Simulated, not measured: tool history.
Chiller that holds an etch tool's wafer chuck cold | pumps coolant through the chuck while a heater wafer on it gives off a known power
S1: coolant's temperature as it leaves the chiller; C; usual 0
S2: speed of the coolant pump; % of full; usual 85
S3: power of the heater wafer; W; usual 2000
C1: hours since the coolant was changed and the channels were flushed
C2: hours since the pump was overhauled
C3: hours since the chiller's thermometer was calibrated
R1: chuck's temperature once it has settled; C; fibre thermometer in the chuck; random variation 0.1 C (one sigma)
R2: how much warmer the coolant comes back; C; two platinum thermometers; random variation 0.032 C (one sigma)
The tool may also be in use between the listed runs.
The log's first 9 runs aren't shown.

Run 10, hour 202.5: usual settings; C1 2944; C2 706; C3 2325. Result: R1 13.3 C, R2 4.15 C.
At hour 209.8: coolant pump overhauled.
Run 11, hour 228.9: usual settings; C1 2965; C2 19; C3 2346. Result: R1 13.5 C, R2 4.2 C.
Run 12, hour 250.8: usual settings but S3 2973 W; C1 2987; C2 41; C3 2368. Result: R1 20.1 C, R2 6.28 C.
Run 13, hour 273.5: usual settings; C1 3010; C2 64; C3 2391. Result: R1 13.6 C, R2 4.21 C.
Run 14, hour 304.7: usual settings but S3 2625 W; C1 3041; C2 95; C3 2422. Result: R1 17.9 C, R2 5.58 C.
Run 15, hour 322.5: usual settings but S3 2625 W; C1 3059; C2 113; C3 2440. Result: R1 17.8 C, R2 5.58 C.
At hour 335.5: coolant pump overhauled, once more.
Run 16, hour 361.8: usual settings but S2 66 % of full; C1 3093; C2 26; C3 2474. Result: R1 16.1 C, R2 5.32 C.
Run 17, hour 377.5: usual settings but S1 -1 C, S2 67 % of full, S3 1257 W; C1 3109; C2 42; C3 2490. Result: R1 9.1 C, R2 3.27 C.
Run 18, hour 400.3: usual settings but S1 9 C, S2 68 % of full; C1 3132; C2 65; C3 2513. Result: R1 24.9 C, R2 5.13 C.
Run 19, hour 430.8: usual settings but S1 -6 C, S2 94 % of full, S3 1421 W; C1 3162; C2 95; C3 2543. Result: R1 3.2 C, R2 2.59 C.
Run 20, hour 447.6: usual settings but S1 3 C, S3 2611 W; C1 3179; C2 112; C3 2560. Result: R1 20.4 C, R2 5.25 C.
Run 21, hour 473: usual settings but S1 3 C, S3 2611 W; C1 3204; C2 137; C3 2585. Result: R1 20.2 C, R2 5.28 C.
Run 22, hour 495.9: usual settings but S1 1 C, S3 1388 W; C1 3227; C2 160; C3 2608. Result: R1 10.3 C, R2 2.77 C.
Run 23, hour 515.6: usual settings but S1 -7 C, S2 75 % of full, S3 2775 W; C1 3247; C2 180; C3 2628. Result: R1 13.2 C, R2 6.47 C.
Run 24, hour 540: usual settings but S1 -5 C, S2 80 % of full, S3 2559 W; C1 3271; C2 204; C3 2652. Result: R1 13 C, R2 5.55 C.
Run 25, hour 558: usual settings but S1 -4 C, S2 69 % of full, S3 1580 W; C1 3289; C2 223; C3 2671. Result: R1 8.5 C, R2 4.02 C.
Run 26, hour 593.3: usual settings but S1 6 C, S2 91 % of full, S3 1880 W; C1 3325; C2 258; C3 2706. Result: R1 18.1 C, R2 3.55 C.
Run 27, hour 610.3: usual settings but S1 6 C, S2 91 % of full, S3 1523 W; C1 3342; C2 275; C3 2723. Result: R1 16 C, R2 2.84 C.
Run 28, hour 644.4: usual settings but S1 6 C, S2 91 % of full, S3 1523 W; C1 3376; C2 309; C3 2757. Result: R1 16.1 C, R2 2.86 C.
Run 29, hour 677.9: usual settings but S1 2 C, S2 61 % of full, S3 1052 W; C1 3409; C2 342; C3 2790. Result: R1 11.4 C, R2 3.1 C.

Run 30 comes next. What will it give?
Run 30, hour 711.8: usual settings but S1 -4 C, S3 2839 W; C1 3443; C2 376; C3 2824. Result: R1 ?, R2 ?.

Run 30 gave R1 15.2 C, R2 5.86 C.
Without the tool's hidden state the same run would have given R1 12.6 C, R2 5.71 C.

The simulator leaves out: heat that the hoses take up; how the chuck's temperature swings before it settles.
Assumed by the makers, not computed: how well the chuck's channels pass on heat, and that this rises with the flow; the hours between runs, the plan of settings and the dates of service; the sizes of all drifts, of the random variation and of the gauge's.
